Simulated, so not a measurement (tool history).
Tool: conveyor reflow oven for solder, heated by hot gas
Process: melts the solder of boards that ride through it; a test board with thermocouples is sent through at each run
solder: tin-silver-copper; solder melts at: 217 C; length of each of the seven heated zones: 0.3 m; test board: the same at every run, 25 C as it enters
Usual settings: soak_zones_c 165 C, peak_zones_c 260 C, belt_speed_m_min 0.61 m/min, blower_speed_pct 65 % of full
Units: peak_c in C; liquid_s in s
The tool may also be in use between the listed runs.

| run | hour | soak_zones_c | peak_zones_c | belt_speed_m_min | blower_speed_pct | peak_c | liquid_s |
|---|---|---|---|---|---|---|---|
| 1 | 0 | 165 | 260 | 0.61 | 65 | 247 | 40.2 |
| 2 | 24.7 | 165 | 260 | 0.61 | 65 | 247.2 | 40 |
| 3 | 52.2 | 165 | 260 | 0.61 | 81 | 250 | 42.7 |
| 4 | 69.7 | 165 | 260 | 0.61 | 81 | 249.5 | 42.8 |
| 5 | 104.7 | 165 | 260 | 0.61 | 65 | 246.5 | 39.9 |
| 6 | 128.9 | 165 | 260 | 0.61 | 65 | 246.8 | 39.7 |
|  | 145.3 | flux residue cleaned out of gas plates and filters |
| 7 | 158.4 | 165 | 260 | 0.61 | 55 | 243 | 36.5 |
| 8 | 187 | 165 | 260 | 0.61 | 55 | 242.6 | 36.3 |
| 9 | 202.8 | 172 | 260 | 0.61 | 65 | 246.2 | 41.3 |
|  | 223.5 | flux residue cleaned out of gas plates and filters, once more |
| 10 | 231.9 | 165 | 260 | 0.516 | 65 | 251.5 | 52.8 |
| 11 | 252.9 | 165 | 268 | 0.516 | 65 | 259.6 | 56.9 |
|  | 275.3 | thermocouples of zones 6 and 7 changed |
| 12 | 281 | 165 | 268 | 0.516 | 65 | 260.5 | 57.5 |
| 13 | 303 | 165 | 260 | 0.629 | 65 | 248.3 | 39.9 |
| 14 | 329.1 | 165 | 260 | 0.629 | 65 | 247.7 | 39.7 |
| 15 | 354 | 165 | 260 | 0.629 | 65 | 247.8 | 39.9 |
| 16 | 383.2 | 165 | 260 | 0.61 | 65 | 248.4 | 41.8 |
| 17 | 420.6 | 178 | 261 | 0.61 | 80 | 253.6 | 48.9 |
| 18 | 439.8 | 176 | 258 | 0.623 | 74 | 249.3 | 44.7 |
| 19 | 461.4 | 165 | 260 | 0.61 | 58 | 246.8 | 40 |
| 20 | 492.4 | 165 | 260 | 0.61 | 58 | 246.7 | 40.3 |
| 21 | 509.7 | 153 | 255 | 0.661 | 62 | 239 | 28.7 |
| 22 | 540.7 | 167 | 260 | 0.702 | 65 | 244.5 | 33.5 |
| 23 | 558.6 | 167 | 268 | 0.702 | 65 | 251.5 | 37.4 |
| 24 | 581.1 | 169 | 271 | 0.529 | 53 | 259.9 | 56.1 |
| 25 | 606.5 | 169 | 271 | 0.529 | 53 | 259.9 | 56.2 |
| 26 | 627.5 | 165 | 260 | 0.607 | 72 | 249.8 | 43.1 |
| 27 | 653.3 | 172 | 272 | 0.607 | 72 | 261.5 | 50.5 |
| 28 | 684.8 | 165 | 260 | 0.497 | 65 | 252.5 | 56 |
| 29 | 711.6 | 165 | 260 | 0.497 | 65 | 252.3 | 56.1 |
| 30 | 745.4 | 165 | 260 | 0.509 | 65 | 252 | 54.3 |
| 31 | 763.2 | 165 | 274 | 0.614 | 65 | 260.6 | 47.3 |

4 ways to go on from here, each from the tool as it stands after run 31. What would each give?
| A | 786.3 | 151 | 256 | 0.723 | 65 | ? | ? |
| B | 786.3 | 165 | 260 | 0.61 | 79 | ? | ? |
| C | 786.3 | 153 | 260 | 0.61 | 83 | ? | ? |
| D | 786.3 | 165 | 268 | 0.614 | 81 | ? | ? |

| run | peak_c | liquid_s |
|---|---|---|
| A | 236.5 | 23.2 |
| B | 250.1 | 43.5 |
| C | 249.4 | 40.6 |
| D | 257.7 | 47.4 |
Without the tool's hidden state the same runs would have given:
| run | peak_c | liquid_s |
|---|---|---|
| A | 237.9 | 24 |
| B | 251.4 | 43.6 |
| C | 250.8 | 40.9 |
| D | 259.1 | 47.2 |
